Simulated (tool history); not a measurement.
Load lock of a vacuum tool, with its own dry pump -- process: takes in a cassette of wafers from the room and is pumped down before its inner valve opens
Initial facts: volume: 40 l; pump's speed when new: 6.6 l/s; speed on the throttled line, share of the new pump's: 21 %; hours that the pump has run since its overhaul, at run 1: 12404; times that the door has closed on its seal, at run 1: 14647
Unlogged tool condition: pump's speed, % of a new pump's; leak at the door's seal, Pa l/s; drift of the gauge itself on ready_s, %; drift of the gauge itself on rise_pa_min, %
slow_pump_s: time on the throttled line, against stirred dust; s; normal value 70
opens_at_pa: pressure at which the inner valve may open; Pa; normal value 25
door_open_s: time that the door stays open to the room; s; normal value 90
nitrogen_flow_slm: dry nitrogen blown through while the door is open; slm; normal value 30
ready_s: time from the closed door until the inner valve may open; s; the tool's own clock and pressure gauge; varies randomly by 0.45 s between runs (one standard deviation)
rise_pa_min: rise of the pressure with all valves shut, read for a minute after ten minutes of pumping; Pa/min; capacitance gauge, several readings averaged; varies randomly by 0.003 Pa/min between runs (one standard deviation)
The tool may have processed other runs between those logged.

run	hour	slow_pump_s	opens_at_pa	door_open_s	nitrogen_flow_slm	hours that the pump has run since its overhaul	times that the door has closed on its seal	incoming humidity of the room's air, %	ready_s	rise_pa_min
1	0.0	70	25	90	30	12404	14647	46.1	109.9	0.104
2	542.8	70	25	90	30	12947	15388	46.6	109.6	0.112
3	807.9	70	25	140	30	13212	15749	47.5	110.2	0.118
4	1144.0	70	25	140	30	13548	16208	44.9	109.1	0.120
5	1714.8	70	25	140	30	14119	16987	45.4	110.5	0.125
# hour 1917.3: dry pump taken out, an overhauled one fitted
6	2010.4	70	25	28	30	93	17382	44.3	106.0	0.090
7	2613.7	70	25	28	30	696	18206	44.3	106.4	0.101
8	3111.1	43	25	28	30	1194	18885	43.3	84.9	0.103
9	3624.8	125	32	236	8	1708	19586	43.6	146.6	0.184
10	4159.1	125	32	236	8	2242	20315	45.0	148.6	0.195
11	4545.6	125	32	236	8	2628	20842	44.7	148.1	0.200
12	5000.5	125	32	236	8	3083	21463	42.5	147.5	0.197
13	5401.5	125	39	236	19	3484	22011	45.6	146.3	0.177
14	5787.4	80	25	31	30	3870	22537	46.4	114.3	0.128
15	6325.0	84	23	168	30	4408	23271	43.2	117.7	0.159
16	6611.3	70	28	90	30	4694	23662	48.9	106.1	0.154

3 options for the next run, each taken on its own from the tool as it stands now. Forecast them:
A	7233.7	70	45	90	30	5316	24511	44.5	?	?
B	7233.7	130	31	90	7	5316	24511	45.1	?	?
C	7233.7	70	40	90	30	5316	24511	47.3	?	?

run	ready_s	rise_pa_min
A	103.1	0.153
B	152.0	0.183
C	104.7	0.157
Take away the tool's hidden state, keep each run's random variation, and the runs would have read:
run	ready_s	rise_pa_min
A	101.7	0.044
B	151.1	0.074
C	103.3	0.046

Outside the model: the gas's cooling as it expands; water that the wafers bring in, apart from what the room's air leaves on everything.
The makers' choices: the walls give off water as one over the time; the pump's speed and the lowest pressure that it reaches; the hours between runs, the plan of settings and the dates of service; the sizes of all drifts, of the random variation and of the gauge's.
